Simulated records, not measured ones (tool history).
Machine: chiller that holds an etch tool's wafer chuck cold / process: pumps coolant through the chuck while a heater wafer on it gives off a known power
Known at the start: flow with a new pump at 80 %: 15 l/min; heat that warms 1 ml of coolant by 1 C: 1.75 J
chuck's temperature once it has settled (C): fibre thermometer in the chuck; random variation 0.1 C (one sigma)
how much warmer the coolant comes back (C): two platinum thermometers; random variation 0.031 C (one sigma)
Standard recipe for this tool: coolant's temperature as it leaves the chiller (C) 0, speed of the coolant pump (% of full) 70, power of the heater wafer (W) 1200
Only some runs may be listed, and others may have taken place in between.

run	day	coolant's temperature as it leaves the chiller (C)	speed of the coolant pump (% of full)	power of the heater wafer (W)	chuck's temperature once it has settled (C)	how much warmer the coolant comes back (C)
1	0.000	0	70	1200	8.9	3.63
2	6.358	0	95	1200	7.0	2.72
3	10.854	0	70	1200	9.0	3.67
4	18.200	0	94	1200	6.8	2.72
# day 24.608: coolant pump overhauled
5	25.392	0	94	1200	7.9	3.13
6	30.454	-7	70	1200	3.0	4.12
7	37.850	-7	70	1200	3.1	4.16
# day 41.858: coolant pump overhauled, once more
8	41.954	-7	70	1200	0.6	3.11
9	47.525	-7	70	859	-1.5	2.26
10	52.158	0	73	1200	7.5	3.06
11	58.988	0	71	1200	7.8	3.08
12	65.900	0	92	1200	6.0	2.42
13	72.538	0	92	1200	6.1	2.42
14	78.808	0	92	1200	6.2	2.42
15	86.200	0	92	1200	6.2	2.44
16	89.558	0	92	1200	6.4	2.44
17	93.596	0	77	1200	7.3	2.94
18	100.267	0	65	935	6.5	2.73
19	107.704	-4	70	1115	3.3	2.97
# day 112.738: chiller's thermometer calibrated
20	114.746	-4	70	1115	4.4	3.01
21	121.638	-2	70	1115	6.5	3.06
22	126.012	-2	93	1115	4.6	2.31
23	133.725	3	74	659	7.9	1.76
24	141.033	3	74	659	7.6	1.73
25	145.512	3	78	1620	14.3	4.07
26	152.983	6	68	628	10.8	1.82
27	160.558	6	68	628	10.7	1.85
28	165.238	2	68	628	6.9	1.86
29	172.954	2	68	628	6.9	1.85
30	179.779	0	86	736	4.7	1.68
31	187.404	0	65	1200	10.1	3.70
32	192.367	6	61	1200	16.6	3.94

Pick out some run-to-run changes in chuck's temperature once it has settled (C). Of each, how much would a tool without hidden state show as well, from the settings, what came in and chance, and how much is left for the hidden state and any gauge scatter not in both results compared?
Hidden state present: heat passed by the chuck's channels, % of clean ones'; flow at a given pump speed, % of a new pump's; coolant's true temperature over the reading, C; drift of the gauge itself on chuck_c, C; drift of the gauge itself on warmer_back_c, C.
Run 4 -> 5: coolant pump overhauled. chuck's temperature once it has settled (C) +1.1: hidden state +0.8, all else +0.3.
Run 7 -> 8: coolant pump overhauled, once more. chuck's temperature once it has settled (C) -2.5: hidden state -2.4, all else -0.1.
Run 9 -> 10: coolant's temperature as it leaves the chiller (C) -7 -> 0, speed of the coolant pump (% of full) 70 -> 73, power of the heater wafer (W) 859 -> 1200. chuck's temperature once it has settled (C) +9.0: hidden state +0.1, all else +8.9.
Run 19 -> 20: chiller's thermometer calibrated. chuck's temperature once it has settled (C) +1.1: hidden state +0.9, all else +0.2.
Run 24 -> 25: speed of the coolant pump (% of full) 74 -> 78, power of the heater wafer (W) 659 -> 1620. chuck's temperature once it has settled (C) +6.7: hidden state +0.8, all else +5.9.
Run 31 -> 32: coolant's temperature as it leaves the chiller (C) 0 -> 6, speed of the coolant pump (% of full) 65 -> 61. chuck's temperature once it has settled (C) +6.5: hidden state +0.2, all else +6.3.
